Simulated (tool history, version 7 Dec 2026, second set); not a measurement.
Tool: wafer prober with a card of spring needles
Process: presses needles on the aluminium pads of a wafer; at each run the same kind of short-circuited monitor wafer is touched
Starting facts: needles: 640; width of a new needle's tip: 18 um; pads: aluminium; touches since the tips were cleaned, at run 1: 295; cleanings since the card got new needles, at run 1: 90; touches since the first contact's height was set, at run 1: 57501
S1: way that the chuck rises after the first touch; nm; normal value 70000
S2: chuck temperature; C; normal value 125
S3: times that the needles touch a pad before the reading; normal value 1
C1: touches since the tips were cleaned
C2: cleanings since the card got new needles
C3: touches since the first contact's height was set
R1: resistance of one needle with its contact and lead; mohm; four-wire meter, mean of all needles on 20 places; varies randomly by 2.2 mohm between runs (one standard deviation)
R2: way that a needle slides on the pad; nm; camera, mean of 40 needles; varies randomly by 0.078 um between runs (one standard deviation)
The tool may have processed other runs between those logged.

run	hour	S1	S2	S3	C1	C2	C3	R1	R2
1	0.0	70000	125	1	295	90	57501	256	17570
# hour 2.9: tips cleaned on abrasive film
2	4.5	70000	125	1	894	91	60054	259	17530
# hour 6.3: tips cleaned on abrasive film
# hour 9.7: tips cleaned on abrasive film
3	11.9	70000	125	1	1252	93	64295	270	17450
# hour 13.0: tips cleaned on abrasive film
# hour 16.2: tips cleaned on abrasive film
4	17.0	70000	125	1	431	95	67160	254	17330
# hour 19.2: tips cleaned on abrasive film
# hour 22.6: tips cleaned on abrasive film
5	25.1	74000	125	1	1459	97	71789	265	18290
# hour 25.9: tips cleaned on abrasive film
# hour 29.1: tips cleaned on abrasive film
6	30.4	74000	125	1	747	99	74780	258	18260
# hour 32.3: tips cleaned on abrasive film
# hour 35.5: tips cleaned on abrasive film
7	35.9	70000	48	1	258	101	77933	236	17210
# hour 39.1: tips cleaned on abrasive film
# hour 42.2: tips cleaned on abrasive film
8	43.5	70000	48	1	730	103	82234	245	17230
# hour 45.4: tips cleaned on abrasive film
# hour 48.6: tips cleaned on abrasive film
9	48.6	70000	48	1	0	105	85143	228	17110
# hour 52.1: tips cleaned on abrasive film
# hour 55.5: tips cleaned on abrasive film
# hour 58.9: tips cleaned on abrasive film
10	58.9	70000	48	1	0	108	91006	229	16890
# hour 62.4: tips cleaned on abrasive film
11	64.0	70000	48	1	941	109	93902	253	17150
# hour 65.5: tips cleaned on abrasive film
# hour 68.9: tips cleaned on abrasive film
12	70.0	70000	103	1	594	111	97299	254	16920
# hour 72.0: tips cleaned on abrasive film
# hour 75.1: tips cleaned on abrasive film
# hour 78.1: tips cleaned on abrasive film
13	79.3	70000	103	1	755	114	102630	260	16870
# hour 81.3: tips cleaned on abrasive film
# hour 84.3: tips cleaned on abrasive film
14	84.3	70000	103	1	0	116	105429	244	16950
# hour 87.5: tips cleaned on abrasive film
# hour 91.1: tips cleaned on abrasive film
# hour 94.1: tips cleaned on abrasive film
15	94.1	79000	103	1	0	119	110986	240	19250
# hour 97.2: tips cleaned on abrasive film
# hour 100.5: tips cleaned on abrasive film
16	102.8	70000	74	1	1352	121	115984	269	16760
# hour 103.8: tips cleaned on abrasive film
# hour 107.4: tips cleaned on abrasive film
# hour 110.5: tips cleaned on abrasive film
# hour 112.2: height of the first contact set anew
17	112.3	70000	74	1	879	124	76	253	18030
# hour 114.3: tips cleaned on abrasive film
# hour 117.7: tips cleaned on abrasive film
18	120.0	70000	74	1	1358	126	4450	264	18100
# hour 120.7: tips cleaned on abrasive film
# hour 123.7: tips cleaned on abrasive film
# hour 127.0: tips cleaned on abrasive film
19	129.6	88000	56	1	1527	129	9935	247	22610
# hour 130.4: tips cleaned on abrasive film
# hour 133.9: tips cleaned on abrasive film
20	135.8	70000	40	3	1060	131	13407	233	17970

How the hidden state differs across the entries between the runs, from the last listed run before each to the first after it:
After run 1, before run 2: tips cleaned on abrasive film (hour 2.9)
  debris on the tips, nm: 10.6 -> 23; way that the needles fall short of the set height, um: 2.16 -> 2.24; tips' diameter, um: 20.42 -> 20.45
  difference, measured minus the result without the unlogged condition, R1: +10 -> +19 mohm; R2: -560 -> -580 nm
After run 2, before run 3: tips cleaned on abrasive film (hour 6.3); tips cleaned on abrasive film (hour 9.7)
  debris on the tips, nm: 23 -> 34.2; way that the needles fall short of the set height, um: 2.24 -> 2.41; tips' diameter, um: 20.45 -> 20.5
  difference, measured minus the result without the unlogged condition, R1: +19 -> +28 mohm; R2: -580 -> -630 nm
After run 3, before run 4: tips cleaned on abrasive film (hour 13.0); tips cleaned on abrasive film (hour 16.2)
  debris on the tips, nm: 34.2 -> 14.3; way that the needles fall short of the set height, um: 2.41 -> 2.59; tips' diameter, um: 20.5 -> 20.57
  difference, measured minus the result without the unlogged condition, R1: +28 -> +14 mohm; R2: -630 -> -670 nm
After run 4, before run 5: tips cleaned on abrasive film (hour 19.2); tips cleaned on abrasive film (hour 22.6)
  debris on the tips, nm: 14.3 -> 33.7; way that the needles fall short of the set height, um: 2.59 -> 2.73; tips' diameter, um: 20.57 -> 20.62
  difference, measured minus the result without the unlogged condition, R1: +14 -> +26 mohm; R2: -670 -> -700 nm
After run 5, before run 6: tips cleaned on abrasive film (hour 25.9); tips cleaned on abrasive film (hour 29.1)
  debris on the tips, nm: 33.7 -> 21.9; way that the needles fall short of the set height, um: 2.73 -> 2.86; tips' diameter, um: 20.62 -> 20.66
  difference, measured minus the result without the unlogged condition, R1: +26 -> +17 mohm; R2: -700 -> -740 nm
After run 6, before run 7: tips cleaned on abrasive film (hour 32.3); tips cleaned on abrasive film (hour 35.5)
  debris on the tips, nm: 21.9 -> 12.2; way that the needles fall short of the set height, um: 2.86 -> 3; tips' diameter, um: 20.66 -> 20.71
  difference, measured minus the result without the unlogged condition, R1: +17 -> +14 mohm; R2: -740 -> -770 nm
After run 7, before run 8: tips cleaned on abrasive film (hour 39.1); tips cleaned on abrasive film (hour 42.2)
  debris on the tips, nm: 12.2 -> 20; way that the needles fall short of the set height, um: 3 -> 3.18; tips' diameter, um: 20.71 -> 20.77
  difference, measured minus the result without the unlogged condition, R1: +14 -> +20 mohm; R2: -770 -> -820 nm
After run 8, before run 9: tips cleaned on abrasive film (hour 45.4); tips cleaned on abrasive film (hour 48.6)
  debris on the tips, nm: 20 -> 2.5; way that the needles fall short of the set height, um: 3.18 -> 3.36; tips' diameter, um: 20.77 -> 20.84
  difference, measured minus the result without the unlogged condition, R1: +20 -> +5 mohm; R2: -820 -> -860 nm
After run 9, before run 10: tips cleaned on abrasive film (hour 52.1); tips cleaned on abrasive film (hour 55.5); tips cleaned on abrasive film (hour 58.9)
  debris on the tips, nm: 2.5 -> 3.3; way that the needles fall short of the set height, um: 3.36 -> 3.59; tips' diameter, um: 20.84 -> 20.92
  difference, measured minus the result without the unlogged condition, R1: +5 -> +6 mohm; R2: -860 -> -920 nm
After run 10, before run 11: tips cleaned on abrasive film (hour 62.4)
  debris on the tips, nm: 3.3 -> 28.4; way that the needles fall short of the set height, um: 3.59 -> 3.65; tips' diameter, um: 20.92 -> 20.94
  difference, measured minus the result without the unlogged condition, R1: +6 -> +29 mohm; R2: -920 -> -940 nm
After run 11, before run 12: tips cleaned on abrasive film (hour 65.5); tips cleaned on abrasive film (hour 68.9)
  debris on the tips, nm: 28.4 -> 16.9; way that the needles fall short of the set height, um: 3.65 -> 3.81; tips' diameter, um: 20.94 -> 21
  difference, measured minus the result without the unlogged condition, R1: +29 -> +17 mohm; R2: -940 -> -970 nm
After run 12, before run 13: tips cleaned on abrasive film (hour 72.0); tips cleaned on abrasive film (hour 75.1); tips cleaned on abrasive film (hour 78.1)
  debris on the tips, nm: 16.9 -> 22.7; way that the needles fall short of the set height, um: 3.81 -> 4.05; tips' diameter, um: 21 -> 21.08
  difference, measured minus the result without the unlogged condition, R1: +17 -> +23 mohm; R2: -970 -> -1040 nm
After run 13, before run 14: tips cleaned on abrasive film (hour 81.3); tips cleaned on abrasive film (hour 84.3)
  debris on the tips, nm: 22.7 -> 2.4; way that the needles fall short of the set height, um: 4.05 -> 4.21; tips' diameter, um: 21.08 -> 21.14
  difference, measured minus the result without the unlogged condition, R1: +23 -> +6 mohm; R2: -1040 -> -1090 nm
After run 14, before run 15: tips cleaned on abrasive film (hour 87.5); tips cleaned on abrasive film (hour 91.1); tips cleaned on abrasive film (hour 94.1)
  debris on the tips, nm: 2.4 -> 3.5; way that the needles fall short of the set height, um: 4.21 -> 4.44; tips' diameter, um: 21.14 -> 21.22
  difference, measured minus the result without the unlogged condition, R1: +6 -> +6 mohm; R2: -1090 -> -1140 nm
After run 15, before run 16: tips cleaned on abrasive film (hour 97.2); tips cleaned on abrasive film (hour 100.5)
  debris on the tips, nm: 3.5 -> 36; way that the needles fall short of the set height, um: 4.44 -> 4.58; tips' diameter, um: 21.22 -> 21.26
  difference, measured minus the result without the unlogged condition, R1: +6 -> +37 mohm; R2: -1140 -> -1170 nm
After run 16, before run 17: tips cleaned on abrasive film (hour 103.8); tips cleaned on abrasive film (hour 107.4); tips cleaned on abrasive film (hour 110.5); height of the first contact set anew (hour 112.2)
  debris on the tips, nm: 36 -> 24.5; way that the needles fall short of the set height, um: 4.58 -> 0; tips' diameter, um: 21.26 -> 21.35
  difference, measured minus the result without the unlogged condition, R1: +37 -> +22 mohm; R2: -1170 -> +0 nm
After run 17, before run 18: tips cleaned on abrasive film (hour 114.3); tips cleaned on abrasive film (hour 117.7)
  debris on the tips, nm: 24.5 -> 36.4; way that the needles fall short of the set height, um: 0 -> 0.16; tips' diameter, um: 21.35 -> 21.4
  difference, measured minus the result without the unlogged condition, R1: +22 -> +32 mohm; R2: +0 -> -40 nm
After run 18, before run 19: tips cleaned on abrasive film (hour 120.7); tips cleaned on abrasive film (hour 123.7); tips cleaned on abrasive film (hour 127.0)
  debris on the tips, nm: 36.4 -> 39.3; way that the needles fall short of the set height, um: 0.16 -> 0.37; tips' diameter, um: 21.4 -> 21.47
  difference, measured minus the result without the unlogged condition, R1: +32 -> +24 mohm; R2: -40 -> -90 nm
After run 19, before run 20: tips cleaned on abrasive film (hour 130.4); tips cleaned on abrasive film (hour 133.9)
  debris on the tips, nm: 39.3 -> 29.8; way that the needles fall short of the set height, um: 0.37 -> 0.52; tips' diameter, um: 21.47 -> 21.53
  difference, measured minus the result without the unlogged condition, R1: +24 -> +12 mohm; R2: -90 -> -130 nm
